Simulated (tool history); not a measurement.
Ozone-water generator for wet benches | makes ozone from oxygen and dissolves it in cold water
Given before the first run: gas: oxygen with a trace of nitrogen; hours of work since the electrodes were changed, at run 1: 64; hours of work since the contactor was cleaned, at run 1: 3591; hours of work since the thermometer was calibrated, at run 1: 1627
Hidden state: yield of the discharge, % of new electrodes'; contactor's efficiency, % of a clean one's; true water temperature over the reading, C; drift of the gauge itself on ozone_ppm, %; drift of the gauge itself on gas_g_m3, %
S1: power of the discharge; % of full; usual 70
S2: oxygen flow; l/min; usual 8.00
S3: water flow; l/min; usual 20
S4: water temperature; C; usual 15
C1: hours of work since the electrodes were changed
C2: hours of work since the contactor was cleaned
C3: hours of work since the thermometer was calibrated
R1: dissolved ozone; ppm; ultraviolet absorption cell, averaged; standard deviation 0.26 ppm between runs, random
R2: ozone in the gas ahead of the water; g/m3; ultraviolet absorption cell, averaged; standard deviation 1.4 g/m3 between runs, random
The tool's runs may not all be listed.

run	hour	S1	S2	S3	S4	C1	C2	C3	R1	R2
1	0.0	70	8.00	20	15	64	3591	1627	40.5	252.8
2	54.4	70	8.00	20	20	100	3627	1663	36.8	251.3
3	88.9	76	8.00	20	15	123	3650	1686	43.0	270.5
4	140.5	76	8.00	20	15	157	3684	1720	43.2	266.6
5	169.4	76	8.00	20	15	176	3703	1739	43.2	269.4
6	207.9	70	8.00	20	15	201	3728	1764	40.5	251.0
7	246.8	70	5.73	20	15	227	3754	1790	37.7	282.6
8	301.7	70	5.73	20	15	263	3790	1826	38.3	281.0
9	337.7	70	5.73	20	15	287	3814	1850	38.1	282.3
10	390.0	70	5.73	20	15	321	3849	1884	38.1	279.3
11	438.7	70	5.73	20	15	354	3881	1916	37.9	278.0
12	461.6	70	8.00	20	12	369	3896	1932	42.4	248.1
13	493.9	70	8.00	20	13	390	3917	1953	41.5	249.1
14	524.4	70	8.00	20	13	410	3937	1973	41.3	247.6
15	562.8	70	8.00	20	13	435	3963	1998	42.1	249.5
16	604.7	75	8.60	26	15	463	3990	2026	36.0	256.0
17	653.4	61	8.00	13	15	495	4022	2058	45.8	220.9
18	693.6	70	10.78	20	12	522	4049	2085	44.0	223.8
19	746.0	70	8.00	17	13	556	4083	2119	46.1	249.3
20	794.1	70	8.00	17	13	588	4115	2151	46.1	245.5
21	845.3	70	8.00	17	13	622	4149	2185	45.8	245.4
22	886.3	72	8.00	20	7	649	4176	2212	47.2	252.9
23	931.1	51	8.00	20	7	678	4205	2241	35.1	190.2
24	980.9	65	12.17	28	7	711	4238	2274	35.7	201.1

What will run 25 give?
25	1010.2	78	9.52	21	13	730	4258	2293	?	?

Run 25 measured R1 44.9 ppm, R2 252.1 g/m3.
Were there no unlogged condition in the tool, this run, its random variation unchanged, would have produced R1 44.9 ppm, R2 259.2 g/m3.
